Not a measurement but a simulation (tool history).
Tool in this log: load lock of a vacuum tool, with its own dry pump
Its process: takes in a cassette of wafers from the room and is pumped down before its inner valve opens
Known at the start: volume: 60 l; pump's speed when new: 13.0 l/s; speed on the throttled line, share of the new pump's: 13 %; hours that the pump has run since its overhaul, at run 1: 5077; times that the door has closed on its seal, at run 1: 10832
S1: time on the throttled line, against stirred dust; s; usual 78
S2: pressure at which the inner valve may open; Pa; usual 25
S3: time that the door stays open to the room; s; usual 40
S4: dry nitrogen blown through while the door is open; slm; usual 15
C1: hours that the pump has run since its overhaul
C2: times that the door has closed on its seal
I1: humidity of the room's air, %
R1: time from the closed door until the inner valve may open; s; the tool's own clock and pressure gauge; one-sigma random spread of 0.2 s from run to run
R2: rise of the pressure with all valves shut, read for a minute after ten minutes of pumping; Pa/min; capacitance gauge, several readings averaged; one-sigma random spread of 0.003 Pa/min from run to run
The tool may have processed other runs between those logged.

run    hour   S1  S2   S3  S4    C1     C2    I1     R1     R2
  1     0.0   78  25   40  15  5077  10832  43.3  106.5  0.042
  2    91.3   78  25   40  15  5169  11200  49.2  107.1  0.045
  3   177.2   78  25   40  15  5254  11547  43.7  106.5  0.042
  4   310.9   78  25   40  15  5388  12087  45.5  106.3  0.043
  5   424.0   78  25   40  15  5501  12544  46.1  106.5  0.045
  6   501.4   78  25  105  15  5579  12857  46.2  106.9  0.067
  7   598.0   78  25  105  15  5675  13247  43.0  107.3  0.062
  8   703.6   78  25  105  15  5781  13674  46.1  107.1  0.064
  9   821.6   78  25  105  15  5899  14151  44.0  107.1  0.066
 10   933.3   78  25  105  15  6011  14602  46.6  106.9  0.066
 11  1037.4   78  25   39  15  6115  15022  42.6  106.9  0.052
 12  1130.3   78  25   40  15  6208  15398  48.3  106.7  0.051
 13  1190.2  113  25   40  15  6267  15640  43.8  137.3  0.053
 14  1265.6  113  25   40  15  6343  15944  43.4  137.2  0.051
 15  1385.0   78  25   40  15  6462  16427  45.2  107.1  0.054
 16  1454.2   78  25   40  15  6531  16706  46.7  106.9  0.057
 17  1558.7   78  25   40   5  6636  17128  44.5  106.4  0.070
 18  1657.4  138  25   40   9  6735  17527  43.4  158.8  0.068
 19  1725.3   82  25   40   4  6803  17801  46.3  110.7  0.073
 20  1824.2   78  24   40  15  6901  18201  46.7  107.3  0.061
 21  1907.6   78  48   40  15  6985  18538  43.6  104.2  0.059
 22  1962.9   78  48   40  15  7040  18761  45.6  104.1  0.069
 23  2076.0   78  48   40  15  7153  19218  44.5  103.7  0.056
 24  2194.2   78  48   40  15  7271  19696  46.9  104.2  0.060
 25  2250.9  111  48   40  15  7328  19925  42.0  132.4  0.061
 26  2339.9   44  48  105   7  7417  20284  42.6   74.5  0.087
 27  2400.4   59  36   50  12  7478  20529  45.2   88.7  0.072
 28  2518.3   78  26   40  31  7596  21005  44.3  106.9  0.062
 29  2593.7   44  45   36   8  7671  21309  44.8   75.1  0.069

Consider 3 possible next runs. They are alternatives, not a sequence: every one starts from the tool as it was left by run 29. What does each give?
  A  2687.2   92  32  36   8  7764  21687  44.4   ?   ?
  B  2687.2  108  45  38   4  7764  21687  46.5   ?   ?
  C  2687.2   65  50  36   4  7764  21687  48.0   ?   ?

run     R1     R2
  A  118.3  0.067
  B  129.9  0.083
  C   92.6  0.086
Without the tool's hidden state the same runs would have given:
run     R1     R2
  A  117.3  0.026
  B  129.1  0.042
  C   91.6  0.045
